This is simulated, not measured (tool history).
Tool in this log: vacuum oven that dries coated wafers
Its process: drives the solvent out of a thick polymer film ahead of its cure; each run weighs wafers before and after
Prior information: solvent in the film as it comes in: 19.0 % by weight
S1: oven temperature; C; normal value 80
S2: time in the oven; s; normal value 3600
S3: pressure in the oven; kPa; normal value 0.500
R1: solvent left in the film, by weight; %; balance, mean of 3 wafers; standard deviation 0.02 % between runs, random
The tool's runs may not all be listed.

run 1 hour=0.0 | S1=80 S2=3600 S3=0.500 | R1=0.96
run 2 hour=52.7 | S1=80 S2=3600 S3=0.500 | R1=0.90
run 3 hour=117.9 | S1=80 S2=3600 S3=1.370 | R1=1.64
run 4 hour=186.4 | S1=80 S2=3600 S3=0.477 | R1=0.93
run 5 hour=236.7 | S1=80 S2=3600 S3=0.477 | R1=0.94
run 6 hour=311.5 | S1=80 S2=4740 S3=0.500 | R1=0.58
run 7 hour=379.6 | S1=80 S2=4740 S3=0.500 | R1=0.63
run 8 hour=455.8 | S1=80 S2=4740 S3=0.500 | R1=0.62
run 9 hour=500.8 | S1=67 S2=4740 S3=0.500 | R1=2.67
run 10 hour=576.8 | S1=67 S2=4740 S3=0.500 | R1=2.60
run 11 hour=616.7 | S1=67 S2=4740 S3=0.500 | R1=2.68
run 12 hour=662.3 | S1=89 S2=3180 S3=0.287 | R1=0.28
run 13 hour=703.5 | S1=83 S2=3600 S3=0.383 | R1=0.58
run 14 hour=763.7 | S1=69 S2=4860 S3=0.311 | R1=1.82
run 15 hour=842.2 | S1=86 S2=2880 S3=0.519 | R1=0.73
run 16 hour=881.4 | S1=77 S2=3600 S3=0.330 | R1=1.20
run 17 hour=916.5 | S1=77 S2=3600 S3=0.330 | R1=1.22
run 18 hour=961.0 | S1=80 S2=1980 S3=0.500 | R1=2.78
run 19 hour=1030.9 | S1=80 S2=1980 S3=0.500 | R1=2.81
run 20 hour=1072.1 | S1=72 S2=4440 S3=1.282 | R1=2.56
run 21 hour=1139.0 | S1=72 S2=4440 S3=1.282 | R1=2.52
run 22 hour=1182.5 | S1=72 S2=4440 S3=1.282 | R1=2.57

3 options for the next run, each taken on its own from the tool as it stands now. Forecast them:
run A hour=1249.1 | S1=70 S2=3600 S3=0.500 | R1=?
run B hour=1249.1 | S1=80 S2=3360 S3=0.500 | R1=?
run C hour=1249.1 | S1=77 S2=4440 S3=0.530 | R1=?

run=A R1=2.94
run=B R1=1.10
run=C R1=0.94
Stripped of hidden state, with their random variation kept, the same runs would have yielded:
run=A R1=2.93
run=B R1=1.10
run=C R1=0.94
